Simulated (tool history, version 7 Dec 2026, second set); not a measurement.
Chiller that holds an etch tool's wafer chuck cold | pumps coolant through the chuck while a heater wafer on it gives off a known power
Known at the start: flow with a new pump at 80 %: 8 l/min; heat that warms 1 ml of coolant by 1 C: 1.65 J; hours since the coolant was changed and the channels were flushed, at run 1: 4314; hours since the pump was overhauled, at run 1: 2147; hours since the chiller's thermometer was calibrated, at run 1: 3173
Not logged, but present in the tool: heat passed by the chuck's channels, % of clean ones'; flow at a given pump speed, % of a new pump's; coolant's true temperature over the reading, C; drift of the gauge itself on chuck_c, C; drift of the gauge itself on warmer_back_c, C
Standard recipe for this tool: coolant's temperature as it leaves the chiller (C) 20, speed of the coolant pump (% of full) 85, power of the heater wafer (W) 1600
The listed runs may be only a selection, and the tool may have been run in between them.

run	hour	coolant's temperature as it leaves the chiller (C)	speed of the coolant pump (% of full)	power of the heater wafer (W)	hours since the coolant was changed and the channels were flushed	hours since the pump was overhauled	hours since the chiller's thermometer was calibrated	chuck's temperature once it has settled (C)	how much warmer the coolant comes back (C)
1	0.0	20	85	1600	4314	2147	3173	41.4	7.13
# hour 50.9: chiller's thermometer calibrated
2	71.4	20	85	1600	4384	2217	20	41.7	7.07
3	125.7	20	85	1600	4439	2271	75	41.8	7.11
4	195.3	20	85	1600	4508	2341	144	41.9	7.11
5	239.1	20	85	1600	4552	2385	188	41.9	7.06
6	298.5	20	85	1600	4611	2444	248	42.0	7.16
7	364.8	20	85	956	4678	2511	314	33.1	4.27
8	448.7	20	85	956	4762	2594	398	33.0	4.20
9	507.1	20	73	1600	4820	2653	456	44.7	8.39
10	588.9	20	85	1600	4902	2735	538	42.1	7.20
# hour 598.2: coolant pump overhauled
11	675.2	20	78	1170	4983	77	619	37.3	5.79
12	711.2	20	78	1170	5019	113	655	37.5	5.79
13	768.8	20	60	2039	5077	171	713	57.1	13.32
14	832.8	27	61	1600	5141	235	777	55.6	10.30
15	892.2	11	75	2254	5200	294	836	45.7	11.74
16	938.8	11	89	1455	5247	341	883	30.7	6.36
# hour 985.1: coolant pump overhauled, once more
17	985.1	29	98	1327	5288	0	924	45.0	4.89
18	1031.2	29	98	1327	5334	46	970	45.0	4.90
19	1115.1	19	62	1671	5418	130	1054	47.6	10.00

3 options for the next run, each taken on its own from the tool as it stands now. Forecast them:
A	1179.3	11	85	1389	5482	194	1118	?	?
B	1179.3	11	92	1486	5482	194	1118	?	?
C	1179.3	25	72	1287	5482	194	1118	?	?

run	chuck's temperature once it has settled (C)	how much warmer the coolant comes back (C)
A	29.8	5.94
B	30.1	5.87
C	44.7	6.62
What these runs would have given with no unlogged condition in the tool:
run	chuck's temperature once it has settled (C)	how much warmer the coolant comes back (C)
A	27.8	5.92
B	28.1	5.85
C	42.6	6.59
